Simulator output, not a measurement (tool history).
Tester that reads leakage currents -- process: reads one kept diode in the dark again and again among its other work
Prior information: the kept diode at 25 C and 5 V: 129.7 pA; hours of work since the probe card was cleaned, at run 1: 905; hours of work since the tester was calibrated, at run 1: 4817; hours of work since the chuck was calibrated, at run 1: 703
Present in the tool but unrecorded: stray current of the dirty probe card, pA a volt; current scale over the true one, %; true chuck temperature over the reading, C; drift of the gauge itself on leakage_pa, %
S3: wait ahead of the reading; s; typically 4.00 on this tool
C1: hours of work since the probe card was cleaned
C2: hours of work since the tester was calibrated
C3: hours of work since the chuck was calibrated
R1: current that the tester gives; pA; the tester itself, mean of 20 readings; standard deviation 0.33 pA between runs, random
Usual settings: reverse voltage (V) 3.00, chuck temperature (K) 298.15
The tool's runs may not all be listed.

run 1 hour=0.0 | reverse_voltage_(V)=3.00 chuck_temperature_(K)=298.15 S3=4.00 | C1=905 C2=4817 C3=703 | R1=120.24
run 2 hour=140.5 | reverse_voltage_(V)=3.00 chuck_temperature_(K)=298.15 S3=4.00 | C1=984 C2=4895 C3=781 | R1=121.73
run 3 hour=328.5 | reverse_voltage_(V)=3.00 chuck_temperature_(K)=302.15 S3=4.00 | C1=1089 C2=5000 C3=886 | R1=170.79
run 4 hour=573.5 | reverse_voltage_(V)=3.00 chuck_temperature_(K)=302.15 S3=0.61 | C1=1225 C2=5136 C3=1022 | R1=176.27
run 5 hour=711.7 | reverse_voltage_(V)=3.00 chuck_temperature_(K)=302.15 S3=0.61 | C1=1302 C2=5213 C3=1100 | R1=176.93
run 6 hour=896.0 | reverse_voltage_(V)=3.00 chuck_temperature_(K)=302.15 S3=0.61 | C1=1405 C2=5316 C3=1202 | R1=179.80
run 7 hour=1014.4 | reverse_voltage_(V)=3.00 chuck_temperature_(K)=298.15 S3=7.17 | C1=1471 C2=5382 C3=1268 | R1=130.83
-- hour=1165.3 probe card cleaned and baked
run 8 hour=1206.8 | reverse_voltage_(V)=3.00 chuck_temperature_(K)=298.15 S3=4.00 | C1=23 C2=5488 C3=1374 | R1=128.17
run 9 hour=1422.4 | reverse_voltage_(V)=2.27 chuck_temperature_(K)=298.15 S3=4.00 | C1=143 C2=5608 C3=1494 | R1=116.56
-- hour=1601.4 chuck's temperature calibrated
run 10 hour=1651.1 | reverse_voltage_(V)=2.27 chuck_temperature_(K)=298.15 S3=4.00 | C1=270 C2=5735 C3=28 | R1=98.00
-- hour=1724.9 tester calibrated
run 11 hour=1861.9 | reverse_voltage_(V)=3.00 chuck_temperature_(K)=297.15 S3=4.00 | C1=386 C2=76 C3=144 | R1=102.72
run 12 hour=2127.3 | reverse_voltage_(V)=3.00 chuck_temperature_(K)=302.15 S3=4.00 | C1=534 C2=224 C3=292 | R1=159.07
run 13 hour=2238.7 | reverse_voltage_(V)=3.00 chuck_temperature_(K)=302.15 S3=4.00 | C1=596 C2=287 C3=354 | R1=159.67
run 14 hour=2472.1 | reverse_voltage_(V)=3.00 chuck_temperature_(K)=309.15 S3=4.00 | C1=727 C2=417 C3=485 | R1=283.91
run 15 hour=2676.7 | reverse_voltage_(V)=3.00 chuck_temperature_(K)=309.15 S3=4.00 | C1=841 C2=531 C3=599 | R1=288.45
run 16 hour=2925.9 | reverse_voltage_(V)=3.00 chuck_temperature_(K)=309.15 S3=4.00 | C1=980 C2=670 C3=738 | R1=293.66
run 17 hour=3142.6 | reverse_voltage_(V)=3.00 chuck_temperature_(K)=298.15 S3=4.00 | C1=1101 C2=791 C3=859 | R1=125.28
run 18 hour=3279.8 | reverse_voltage_(V)=3.00 chuck_temperature_(K)=297.15 S3=4.00 | C1=1177 C2=867 C3=935 | R1=116.36
run 19 hour=3424.8 | reverse_voltage_(V)=3.00 chuck_temperature_(K)=297.15 S3=4.00 | C1=1258 C2=948 C3=1016 | R1=118.66
run 20 hour=3565.2 | reverse_voltage_(V)=3.00 chuck_temperature_(K)=297.15 S3=0.84 | C1=1336 C2=1026 C3=1094 | R1=120.48
run 21 hour=3806.9 | reverse_voltage_(V)=3.00 chuck_temperature_(K)=297.15 S3=0.84 | C1=1471 C2=1161 C3=1229 | R1=122.95
-- hour=3959.9 probe card cleaned and baked
run 22 hour=3959.9 | reverse_voltage_(V)=3.00 chuck_temperature_(K)=297.15 S3=0.84 | C1=0 C2=1245 C3=1313 | R1=118.06
run 23 hour=4122.3 | reverse_voltage_(V)=3.00 chuck_temperature_(K)=297.15 S3=0.32 | C1=91 C2=1336 C3=1403 | R1=121.66
run 24 hour=4266.4 | reverse_voltage_(V)=3.00 chuck_temperature_(K)=297.15 S3=0.32 | C1=171 C2=1416 C3=1484 | R1=122.89
-- hour=4455.3 chuck's temperature calibrated
run 25 hour=4499.2 | reverse_voltage_(V)=1.47 chuck_temperature_(K)=294.15 S3=4.00 | C1=300 C2=1545 C3=24 | R1=58.84
run 26 hour=4726.7 | reverse_voltage_(V)=13.65 chuck_temperature_(K)=298.15 S3=6.37 | C1=427 C2=1671 C3=151 | R1=197.76
run 27 hour=4875.4 | reverse_voltage_(V)=1.32 chuck_temperature_(K)=295.15 S3=6.37 | C1=509 C2=1754 C3=234 | R1=64.12
run 28 hour=5046.9 | reverse_voltage_(V)=1.18 chuck_temperature_(K)=305.15 S3=4.00 | C1=605 C2=1850 C3=330 | R1=141.97
run 29 hour=5301.8 | reverse_voltage_(V)=1.78 chuck_temperature_(K)=307.15 S3=0.51 | C1=747 C2=1992 C3=472 | R1=198.61
run 30 hour=5478.0 | reverse_voltage_(V)=3.00 chuck_temperature_(K)=312.15 S3=4.00 | C1=846 C2=2091 C3=570 | R1=355.91
run 31 hour=5608.4 | reverse_voltage_(V)=1.06 chuck_temperature_(K)=312.15 S3=5.32 | C1=918 C2=2163 C3=643 | R1=243.68
run 32 hour=5752.7 | reverse_voltage_(V)=1.06 chuck_temperature_(K)=312.15 S3=5.32 | C1=999 C2=2244 C3=724 | R1=246.87
run 33 hour=5942.8 | reverse_voltage_(V)=4.79 chuck_temperature_(K)=312.15 S3=1.28 | C1=1105 C2=2350 C3=830 | R1=440.55
run 34 hour=6207.9 | reverse_voltage_(V)=4.79 chuck_temperature_(K)=319.15 S3=0.72 | C1=1253 C2=2498 C3=978 | R1=755.82
run 35 hour=6332.7 | reverse_voltage_(V)=3.00 chuck_temperature_(K)=298.15 S3=7.89 | C1=1322 C2=2567 C3=1047 | R1=127.50
run 36 hour=6500.5 | reverse_voltage_(V)=3.00 chuck_temperature_(K)=304.15 S3=5.24 | C1=1416 C2=2661 C3=1141 | R1=207.63
run 37 hour=6670.8 | reverse_voltage_(V)=1.99 chuck_temperature_(K)=298.15 S3=4.00 | C1=1511 C2=2756 C3=1236 | R1=111.57
-- hour=6746.3 probe card cleaned and baked
run 38 hour=6812.9 | reverse_voltage_(V)=3.00 chuck_temperature_(K)=331.15 S3=4.00 | C1=37 C2=2833 C3=1313 | R1=1514.15
run 39 hour=6961.7 | reverse_voltage_(V)=3.00 chuck_temperature_(K)=331.15 S3=4.00 | C1=120 C2=2916 C3=1396 | R1=1515.38
run 40 hour=7206.6 | reverse_voltage_(V)=14.55 chuck_temperature_(K)=331.15 S3=0.44 | C1=257 C2=3053 C3=1533 | R1=2768.73

Here are 3 independent what-if runs from the current tool condition. What would each one return?
-- hour=7318.1 chuck's temperature calibrated
run A hour=7461.8 | reverse_voltage_(V)=3.74 chuck_temperature_(K)=298.15 S3=6.13 | C1=398 C2=3194 C3=80 | R1=?
-- hour=7318.1 chuck's temperature calibrated
run B hour=7461.8 | reverse_voltage_(V)=14.55 chuck_temperature_(K)=331.15 S3=1.74 | C1=398 C2=3194 C3=80 | R1=?
-- hour=7318.1 chuck's temperature calibrated
run C hour=7461.8 | reverse_voltage_(V)=14.55 chuck_temperature_(K)=309.15 S3=5.96 | C1=398 C2=3194 C3=80 | R1=?

run=A R1=117.86
run=B R1=2366.20
run=C R1=475.61
The same runs, with their run-to-run variation unchanged, on a tool lacking any hidden condition would have given:
run=A R1=116.80
run=B R1=2376.16
run=C R1=471.54
